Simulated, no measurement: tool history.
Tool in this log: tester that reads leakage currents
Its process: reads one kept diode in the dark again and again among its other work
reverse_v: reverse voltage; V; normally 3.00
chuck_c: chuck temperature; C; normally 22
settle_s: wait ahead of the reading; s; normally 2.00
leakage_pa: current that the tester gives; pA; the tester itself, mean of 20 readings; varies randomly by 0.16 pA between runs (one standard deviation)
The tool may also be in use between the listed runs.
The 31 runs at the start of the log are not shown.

run,day,reverse_v,chuck_c,settle_s,leakage_pa
32,134.183,4.10,21,1.92,63.81
33,137.892,4.10,21,1.92,63.50
# day 142.333: chuck's temperature calibrated
34,143.462,4.10,60,0.93,957.18
35,148.633,4.10,60,0.93,966.80
36,151.729,1.43,24,0.44,41.06
37,157.083,3.00,22,7.22,52.00
38,159.942,3.00,22,7.22,51.87
39,164.171,1.21,47,0.83,210.01
40,167.054,1.76,25,2.00,49.97

Predict each of these 4 candidate next runs independently; none follows another, all start after run 40:
A,170.346,8.92,53,2.00,?
B,170.346,1.76,25,4.76,?
C,170.346,16.75,31,2.00,?
D,170.346,10.95,25,2.00,?

run,leakage_pa
A,944.52
B,49.84
C,278.50
D,138.72
With the hidden condition removed and each run's random variation left untouched, the same runs would have given:
run,leakage_pa
A,937.95
B,48.83
C,270.53
D,133.66

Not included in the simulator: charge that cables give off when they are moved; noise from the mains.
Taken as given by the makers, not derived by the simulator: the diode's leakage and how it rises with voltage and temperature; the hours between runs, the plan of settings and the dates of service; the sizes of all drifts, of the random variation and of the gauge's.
